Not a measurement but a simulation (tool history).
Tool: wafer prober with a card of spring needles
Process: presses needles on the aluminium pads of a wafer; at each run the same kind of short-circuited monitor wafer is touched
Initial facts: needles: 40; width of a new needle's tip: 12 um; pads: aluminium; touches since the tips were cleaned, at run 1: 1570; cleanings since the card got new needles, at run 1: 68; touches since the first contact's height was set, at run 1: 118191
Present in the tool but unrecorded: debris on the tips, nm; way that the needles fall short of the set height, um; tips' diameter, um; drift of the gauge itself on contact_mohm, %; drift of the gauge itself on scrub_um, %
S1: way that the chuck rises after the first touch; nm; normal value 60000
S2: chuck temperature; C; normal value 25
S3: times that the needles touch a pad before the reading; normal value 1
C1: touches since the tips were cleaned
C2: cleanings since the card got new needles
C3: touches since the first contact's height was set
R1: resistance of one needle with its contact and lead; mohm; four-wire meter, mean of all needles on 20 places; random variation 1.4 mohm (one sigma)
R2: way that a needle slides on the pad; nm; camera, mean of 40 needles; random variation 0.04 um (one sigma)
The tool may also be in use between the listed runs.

run,hour,S1,S2,S3,C1,C2,C3,R1,R2
1,0,60000,25,1,1570,68,118191,119,10970
# hour 4.4: tips cleaned on abrasive film
2,10,60000,25,1,2965,69,123419,120,10950
# hour 11.1: tips cleaned on abrasive film
# hour 18.3: tips cleaned on abrasive film
3,20.3,60000,25,1,1045,71,128749,119,10980
# hour 26.2: tips cleaned on abrasive film
# hour 33.9: tips cleaned on abrasive film
4,33.9,50000,25,1,0,73,135834,121,9130
# hour 41.5: tips cleaned on abrasive film
# hour 49.6: tips cleaned on abrasive film
5,54.4,50000,25,1,2517,75,146570,124,9140
# hour 56.6: tips cleaned on abrasive film
# hour 64.1: tips cleaned on abrasive film
6,69.1,60000,25,1,2618,77,154232,120,10990
# hour 71.7: tips cleaned on abrasive film
# hour 79.1: tips cleaned on abrasive film
7,79.1,47000,25,1,0,79,159445,121,8620
# hour 86.8: tips cleaned on abrasive film
# hour 94.7: tips cleaned on abrasive film
# hour 95: height of the first contact set anew
8,96.9,60000,25,1,990,81,990,119,11040
# hour 101.9: tips cleaned on abrasive film
# hour 109.1: tips cleaned on abrasive film
# hour 116.3: tips cleaned on abrasive film
9,118.8,60000,25,1,1319,84,12423,119,11080
# hour 124.4: tips cleaned on abrasive film
# hour 131.5: tips cleaned on abrasive film
10,136.5,60000,25,1,2674,86,21698,119,11030
# hour 139.3: tips cleaned on abrasive film
# hour 146.5: tips cleaned on abrasive film
# hour 154.3: tips cleaned on abrasive film
11,156.8,60000,25,1,1306,89,32245,120,11010
# hour 162: tips cleaned on abrasive film
# hour 169.1: tips cleaned on abrasive film
12,169.1,60000,25,1,0,91,38659,119,11090
# hour 177.1: tips cleaned on abrasive film
# hour 184.7: tips cleaned on abrasive film
13,189.8,60000,25,1,2726,93,49504,119,11090
# hour 192.5: tips cleaned on abrasive film
# hour 200: tips cleaned on abrasive film
# hour 208: tips cleaned on abrasive film
14,212.5,68000,25,1,2344,96,61311,118,12500
# hour 215: tips cleaned on abrasive film
# hour 222.3: tips cleaned on abrasive film
# hour 229.7: tips cleaned on abrasive film
15,231.1,60000,33,1,736,99,70984,123,11080
# hour 236.8: tips cleaned on abrasive film
# hour 244.3: tips cleaned on abrasive film
16,249.3,72000,33,1,2648,101,80521,121,13270
# hour 252.1: tips cleaned on abrasive film
# hour 258.9: tips cleaned on abrasive film
# hour 266: tips cleaned on abrasive film
# hour 272.8: tips cleaned on abrasive film
17,272.8,52000,36,1,0,105,92718,123,9570
# hour 280.3: tips cleaned on abrasive film
# hour 287.1: tips cleaned on abrasive film
18,290.5,60000,41,1,1821,107,102000,120,11020
# hour 295.2: tips cleaned on abrasive film
# hour 302.2: tips cleaned on abrasive film
# hour 309.3: tips cleaned on abrasive film
19,311.1,60000,41,1,958,110,112699,121,11100
# hour 317.3: tips cleaned on abrasive film
# hour 324.4: tips cleaned on abrasive film
# hour 332.2: tips cleaned on abrasive film
20,333.6,60000,41,1,745,113,124456,121,11080
# hour 339.7: tips cleaned on abrasive film
# hour 347: tips cleaned on abrasive film
21,348.5,69000,71,1,802,115,132243,124,12840
# hour 354.5: tips cleaned on abrasive film
# hour 361.9: tips cleaned on abrasive film
# hour 370: tips cleaned on abrasive film
22,371.6,44000,105,1,834,118,144289,138,8170
# hour 377.4: tips cleaned on abrasive film
# hour 384.9: tips cleaned on abrasive film
23,390.2,47000,105,2,2796,120,154000,134,8740
# hour 391.9: tips cleaned on abrasive film
# hour 399.7: tips cleaned on abrasive film
# hour 406.9: tips cleaned on abrasive film
24,407.3,47000,105,2,223,123,162890,139,8720
# hour 414.8: tips cleaned on abrasive film
# hour 416.7: height of the first contact set anew
# hour 421.8: tips cleaned on abrasive film
# hour 429.7: tips cleaned on abrasive film
25,430.5,47000,105,2,401,126,7153,135,8710
# hour 436.8: tips cleaned on abrasive film
# hour 443.8: tips cleaned on abrasive film
# hour 451.7: tips cleaned on abrasive film
26,452.8,61000,48,1,596,129,18799,120,11360
# hour 458.7: tips cleaned on abrasive film
27,464.2,61000,48,1,2885,130,24768,123,11470
# hour 465.9: tips cleaned on abrasive film
# hour 473.7: tips cleaned on abrasive film
# hour 480.6: tips cleaned on abrasive film
28,483.5,68000,35,2,1521,133,34832,118,12670
# hour 488.6: tips cleaned on abrasive film
# hour 495.7: tips cleaned on abrasive film
# hour 503.2: tips cleaned on abrasive film
29,507.5,49000,110,2,2276,136,47355,135,9160
# hour 510.7: tips cleaned on abrasive film
# hour 518.4: tips cleaned on abrasive film
30,522.9,60000,56,1,2425,138,55410,122,11180

3 ways to go on from here, each from the tool as it stands after run 30. What would each give?
# hour 526: tips cleaned on abrasive film
# hour 534: tips cleaned on abrasive film
A,535.3,49000,94,2,668,140,61844,?,?
# hour 526: tips cleaned on abrasive film
# hour 534: tips cleaned on abrasive film
B,535.3,50000,96,2,668,140,61844,?,?
# hour 526: tips cleaned on abrasive film
# hour 534: tips cleaned on abrasive film
C,535.3,62000,56,1,668,140,61844,?,?

run,R1,R2
A,135,9180
B,133,9350
C,126,11590
Had the tool no hidden state, the same runs would have come out as:
run,R1,R2
A,135,8960
B,133,9120
C,126,11310

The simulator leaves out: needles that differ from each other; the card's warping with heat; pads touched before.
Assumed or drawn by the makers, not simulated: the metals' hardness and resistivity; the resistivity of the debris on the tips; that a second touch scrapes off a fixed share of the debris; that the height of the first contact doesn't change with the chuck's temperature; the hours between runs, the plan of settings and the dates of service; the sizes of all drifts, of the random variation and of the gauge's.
